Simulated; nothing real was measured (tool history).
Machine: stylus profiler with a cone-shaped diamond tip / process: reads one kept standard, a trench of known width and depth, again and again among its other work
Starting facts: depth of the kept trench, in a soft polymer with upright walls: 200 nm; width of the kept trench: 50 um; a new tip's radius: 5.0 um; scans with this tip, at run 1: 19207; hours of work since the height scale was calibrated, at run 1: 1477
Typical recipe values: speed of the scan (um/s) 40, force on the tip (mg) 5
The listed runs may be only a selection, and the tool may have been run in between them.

| run | day | speed of the scan (um/s) | force on the tip (mg) | scans with this tip | hours of work since the height scale was calibrated | depth of the trench (angstrom) | width of the trench's floor (um) |
|---|---|---|---|---|---|---|---|
| 1 | 0 | 40 | 5 | 19207 | 1477 | 2039.4 | 45.33 |
| 2 | 3.192 | 40 | 11.24 | 19793 | 1522 | 2077.7 | 45.38 |
| 3 | 5.292 | 57 | 11.24 | 20179 | 1552 | 2078.4 | 45.31 |
| 4 | 8.496 | 57 | 11.24 | 20767 | 1597 | 2076.3 | 45.28 |
| 5 | 11.838 | 57 | 11.42 | 21380 | 1644 | 2076.9 | 45.24 |
| 6 | 15.088 | 57 | 11.42 | 21977 | 1690 | 2077.4 | 45.12 |
| 7 | 18.429 | 37 | 5 | 22592 | 1738 | 2040.9 | 45.15 |
| 8 | 21.2 | 152 | 5 | 23100 | 1777 | 2040.7 | 44.83 |
| 9 | 23.721 | 40 | 6.63 | 23563 | 1812 | 2049 | 45.04 |
| 10 | 25.221 | 40 | 6.63 | 23838 | 1834 | 2050.8 | 45.09 |
| 11 | 28.279 | 40 | 5 | 24400 | 1877 | 2039.5 | 45.03 |
| 12 | 30.129 | 40 | 5 | 24740 | 1903 | 2038.1 | 44.96 |
| 13 | 32.25 | 22 | 6.08 | 25129 | 1933 | 2044.7 | 44.98 |
| 14 | 34.925 | 22 | 6.08 | 25620 | 1971 | 2046.1 | 44.95 |
| 15 | 37.621 | 12 | 5.98 | 26115 | 2009 | 2043.8 | 44.9 |
|  | 37.825 | height scale calibrated on a step standard |
| 16 | 39.554 | 21 | 9.95 | 26467 | 24 | 2061.2 | 44.99 |
|  | 41.092 | new tip fitted, height scale calibrated |
| 17 | 41.971 | 138 | 2.18 | 161 | 12 | 2027.4 | 46.76 |
| 18 | 44.133 | 138 | 2.18 | 558 | 43 | 2028.1 | 46.67 |
| 19 | 45.692 | 89 | 1.79 | 844 | 65 | 2025.4 | 46.78 |
| 20 | 48.904 | 89 | 1.79 | 1434 | 110 | 2023.1 | 46.7 |
| 21 | 50.762 | 35 | 5.3 | 1775 | 137 | 2052.8 | 46.91 |
| 22 | 52.671 | 10 | 3.08 | 2126 | 164 | 2034.7 | 46.94 |

Consider 3 possible next runs. They are alternatives, not a sequence: every one starts from the tool as it was left by run 22. What does each give?
|  | 53.442 | height scale calibrated on a step standard, once more |
| A | 55.017 | 79 | 11.55 | 2553 | 22 | ? | ? |
|  | 53.442 | height scale calibrated on a step standard, once more |
| B | 55.017 | 67 | 12.15 | 2553 | 22 | ? | ? |
|  | 53.442 | height scale calibrated on a step standard, once more |
| C | 55.017 | 100 | 12.52 | 2553 | 22 | ? | ? |

| run | depth of the trench (angstrom) | width of the trench's floor (um) |
|---|---|---|
| A | 2090.1 | 46.78 |
| B | 2090.2 | 46.78 |
| C | 2093.8 | 46.85 |
Had the tool no hidden state, the same runs would have come out as:
| run | depth of the trench (angstrom) | width of the trench's floor (um) |
|---|---|---|
| A | 2089.8 | 47.1 |
| B | 2089.9 | 47.1 |
| C | 2093.5 | 47.16 |
